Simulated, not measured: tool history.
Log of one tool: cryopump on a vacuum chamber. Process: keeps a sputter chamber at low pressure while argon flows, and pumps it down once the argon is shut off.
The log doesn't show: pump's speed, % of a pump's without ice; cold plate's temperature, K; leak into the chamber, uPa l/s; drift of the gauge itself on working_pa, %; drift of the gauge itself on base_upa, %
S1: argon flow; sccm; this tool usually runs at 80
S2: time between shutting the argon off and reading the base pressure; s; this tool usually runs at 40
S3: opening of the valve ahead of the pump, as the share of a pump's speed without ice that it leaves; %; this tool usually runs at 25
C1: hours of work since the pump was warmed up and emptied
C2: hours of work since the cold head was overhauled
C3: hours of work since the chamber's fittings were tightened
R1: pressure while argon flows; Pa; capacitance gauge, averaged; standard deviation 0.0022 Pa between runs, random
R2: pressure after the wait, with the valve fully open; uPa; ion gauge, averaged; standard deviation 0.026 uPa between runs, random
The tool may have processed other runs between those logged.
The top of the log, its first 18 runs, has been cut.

run 19 hour=210.6 | S1=80 S2=49 S3=25 | C1=481 C2=481 C3=662 | R1=0.5597 R2=1.51
run 20 hour=226.9 | S1=120 S2=77 S3=25 | C1=493 C2=493 C3=675 | R1=0.8341 R2=1.30
run 21 hour=241.0 | S1=80 S2=84 S3=42 | C1=504 C2=504 C3=685 | R1=0.3446 R2=1.25
run 22 hour=252.7 | S1=80 S2=84 S3=42 | C1=513 C2=513 C3=695 | R1=0.3446 R2=1.29
run 23 hour=268.7 | S1=132 S2=40 S3=16 | C1=526 C2=526 C3=707 | R1=1.4175 R2=1.72
run 24 hour=285.2 | S1=50 S2=43 S3=25 | C1=539 C2=539 C3=720 | R1=0.3506 R2=1.66
run 25 hour=298.1 | S1=158 S2=71 S3=15 | C1=549 C2=549 C3=730 | R1=1.8113 R2=1.38
run 26 hour=311.8 | S1=44 S2=255 S3=16 | C1=559 C2=559 C3=740 | R1=0.4739 R2=1.06
run 27 hour=324.5 | S1=93 S2=205 S3=16 | C1=569 C2=569 C3=750 | R1=0.9993 R2=1.15
run 28 hour=341.2 | S1=93 S2=205 S3=16 | C1=582 C2=582 C3=763 | R1=1.0004 R2=1.18
run 29 hour=353.5 | S1=92 S2=205 S3=16 | C1=592 C2=592 C3=773 | R1=0.9951 R2=1.16
run 30 hour=365.1 | S1=127 S2=205 S3=51 | C1=600 C2=600 C3=782 | R1=0.4700 R2=1.16
run 31 hour=375.6 | S1=127 S2=205 S3=51 | C1=609 C2=609 C3=790 | R1=0.4749 R2=1.20
run 32 hour=391.3 | S1=127 S2=205 S3=51 | C1=621 C2=621 C3=802 | R1=0.4728 R2=1.20
run 33 hour=401.8 | S1=42 S2=258 S3=36 | C1=629 C2=629 C3=810 | R1=0.2118 R2=1.19
run 34 hour=409.5 | S1=42 S2=258 S3=36 | C1=635 C2=635 C3=816 | R1=0.2136 R2=1.18
run 35 hour=426.9 | S1=80 S2=50 S3=25 | C1=648 C2=648 C3=830 | R1=0.5707 R2=1.71

Each row is a separate what-if for the run after 35, all from the same tool condition, not one after another. Results?
run A hour=436.4 | S1=106 S2=33 S3=50 | C1=656 C2=656 C3=837 | R1=? R2=?
run B hour=436.4 | S1=37 S2=294 S3=20 | C1=656 C2=656 C3=837 | R1=? R2=?
run C hour=436.4 | S1=33 S2=71 S3=25 | C1=656 C2=656 C3=837 | R1=? R2=?

run=A R1=0.4067 R2=2.07
run=B R1=0.3241 R2=1.20
run=C R1=0.2331 R2=1.47
Stripped of hidden state, with their random variation kept, the same runs would have yielded:
run=A R1=0.3508 R2=1.24
run=B R1=0.3047 R2=0.39
run=C R1=0.2158 R2=0.69
